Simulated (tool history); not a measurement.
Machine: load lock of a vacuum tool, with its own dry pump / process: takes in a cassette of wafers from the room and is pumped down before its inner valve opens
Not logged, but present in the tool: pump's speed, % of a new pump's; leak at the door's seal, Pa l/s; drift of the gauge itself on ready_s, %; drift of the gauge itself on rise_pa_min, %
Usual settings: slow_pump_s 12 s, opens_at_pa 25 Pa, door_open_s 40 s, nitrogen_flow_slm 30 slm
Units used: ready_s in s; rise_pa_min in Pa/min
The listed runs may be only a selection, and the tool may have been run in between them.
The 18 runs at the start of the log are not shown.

run	day	slow_pump_s	opens_at_pa	door_open_s	nitrogen_flow_slm	hours that the pump has run since its overhaul	times that the door has closed on its seal	incoming humidity of the room's air, %	ready_s	rise_pa_min
# day 348.996: dry pump taken out, an overhauled one fitted
19	353.867	23	25	38	8	117	18847	43.6	28.15	0.209
20	380.229	23	25	38	8	750	20131	45.4	28.24	0.225
21	398.833	23	33	229	8	1196	21038	46.5	27.94	0.288
22	427.729	17	25	25	8	1890	22445	43.4	23.45	0.245
23	447.025	9	44	76	13	2353	23385	43.4	16.3	0.284
24	468.529	20	32	68	20	2869	24433	45.6	25.64	0.29
25	480.542	13	23	26	9	3157	25018	46.1	20.38	0.3
26	499.946	8	37	52	11	3623	25963	48.5	15.9	0.329
27	521.604	8	37	52	11	4143	27019	47.7	15.97	0.345
28	538.329	11	37	52	11	4544	27833	42.7	18.48	0.36
29	563.883	11	37	52	11	5157	29078	44.7	18.41	0.383
# day 565.233: door's seal changed, seat wiped
30	588	11	37	52	11	5735	1109	47.9	18.53	0.062
31	609.375	11	37	52	11	6248	2150	49	18.54	0.063
32	630.392	11	37	52	11	6752	3174	44.7	18.62	0.064
33	655.571	9	36	40	16	7356	4401	46.7	17.09	0.058
34	680.217	9	36	40	16	7948	5602	45.1	17.19	0.067
35	692.204	12	25	95	5	8235	6186	46.5	20.03	0.111

5 options for the next run, each taken on its own from the tool as it stands now. Forecast them:
A	720.479	6	25	35	5	8914	7563	40.6	?	?
B	720.479	12	25	95	20	8914	7563	42.1	?	?
C	720.479	20	23	40	34	8914	7563	48.2	?	?
D	720.479	12	27	95	32	8914	7563	41.9	?	?
E	720.479	12	45	75	5	8914	7563	42.4	?	?

run	ready_s	rise_pa_min
A	15.4	0.091
B	20.07	0.087
C	26.53	0.068
D	19.96	0.078
E	19.36	0.103
The same runs, with their run-to-run variation unchanged, on a tool lacking any hidden condition would have given:
run	ready_s	rise_pa_min
A	14.48	0.054
B	19.26	0.051
C	25.89	0.03
D	19.15	0.041
E	18.64	0.066
